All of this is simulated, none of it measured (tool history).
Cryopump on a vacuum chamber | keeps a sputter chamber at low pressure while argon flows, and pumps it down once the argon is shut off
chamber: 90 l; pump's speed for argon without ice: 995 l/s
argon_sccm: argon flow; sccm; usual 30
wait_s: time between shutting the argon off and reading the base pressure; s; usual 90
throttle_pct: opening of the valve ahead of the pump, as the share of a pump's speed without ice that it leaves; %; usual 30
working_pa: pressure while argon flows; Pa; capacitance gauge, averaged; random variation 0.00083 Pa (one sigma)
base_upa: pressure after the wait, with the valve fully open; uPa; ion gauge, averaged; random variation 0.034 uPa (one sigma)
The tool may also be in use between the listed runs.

run,hour,argon_sccm,wait_s,throttle_pct,working_pa,base_upa
1,0,30,90,30,0.1837,3.19
# hour 8.3: pump warmed up, emptied and cooled again
2,21.4,30,90,30,0.1692,2.94
3,35,30,90,30,0.1711,2.84
4,51.3,30,90,30,0.1728,2.91
5,67.9,57,90,30,0.3261,2.84
6,85.7,30,90,20,0.2557,2.95
7,103.4,30,90,30,0.1717,2.92
8,114.7,16,90,30,0.0919,2.92
9,131.6,30,90,34,0.1516,2.95
10,143.9,30,90,34,0.1528,3.01
11,160.5,30,90,34,0.1533,2.99
12,169.1,30,90,25,0.2079,3
13,186.1,30,90,30,0.174,3.04
14,200.6,30,90,30,0.1739,3.07
15,213.7,30,56,30,0.1729,4.04
16,225.9,30,56,30,0.1741,3.81
17,234.1,30,56,30,0.1743,3.99
18,251.5,14,51,59,0.0428,4.34
19,267.1,14,51,59,0.0424,4.36
20,280.4,36,31,59,0.1098,6.07
21,288,36,139,59,0.11,2.51
22,298.8,36,139,59,0.1102,2.62
23,316.7,16,100,30,0.0934,3.03
24,324.1,16,100,30,0.0934,2.95
25,338.5,19,27,21,0.1581,6.77
26,346.8,19,27,21,0.1573,6.92
27,358.3,13,90,30,0.0767,3.17
28,374.3,26,236,24,0.191,2.23
29,387.4,29,104,35,0.148,2.94
30,401.6,14,177,18,0.1344,2.43
31,414.6,14,177,52,0.0492,2.5
32,426.7,14,177,52,0.0495,2.39
33,439.1,13,177,52,0.046,2.48
34,448.5,39,107,28,0.2474,2.98

Hidden state or all else? Some run-to-run changes of working_pa, split into what the settings, what came in and random variation would give without the hidden state, and what is left for the hidden state (with any gauge scatter that isn't in both results):
The hidden state here: pump's speed, % of a pump's without ice; cold plate's temperature, K; leak into the chamber, uPa l/s; drift of the gauge itself on working_pa, %; drift of the gauge itself on base_upa, %.
Run 1 -> 2: pump warmed up, emptied and cooled again. working_pa -0.0145 Pa: hidden state -0.0133, all else -0.0012.
Run 4 -> 5: argon_sccm 30 -> 57. working_pa +0.1533 Pa: hidden state +0.0017, all else +0.1516.
Run 17 -> 18: argon_sccm 30 -> 14, wait_s 56 -> 51, throttle_pct 30 -> 59. working_pa -0.1315 Pa: hidden state -0.002, all else -0.1295.
Run 19 -> 20: argon_sccm 14 -> 36, wait_s 51 -> 31. working_pa +0.0674 Pa: hidden state +0.0038, all else +0.0636.
Run 33 -> 34: argon_sccm 13 -> 39, wait_s 177 -> 107, throttle_pct 52 -> 28. working_pa +0.2014 Pa: hidden state +0.0071, all else +0.1943.

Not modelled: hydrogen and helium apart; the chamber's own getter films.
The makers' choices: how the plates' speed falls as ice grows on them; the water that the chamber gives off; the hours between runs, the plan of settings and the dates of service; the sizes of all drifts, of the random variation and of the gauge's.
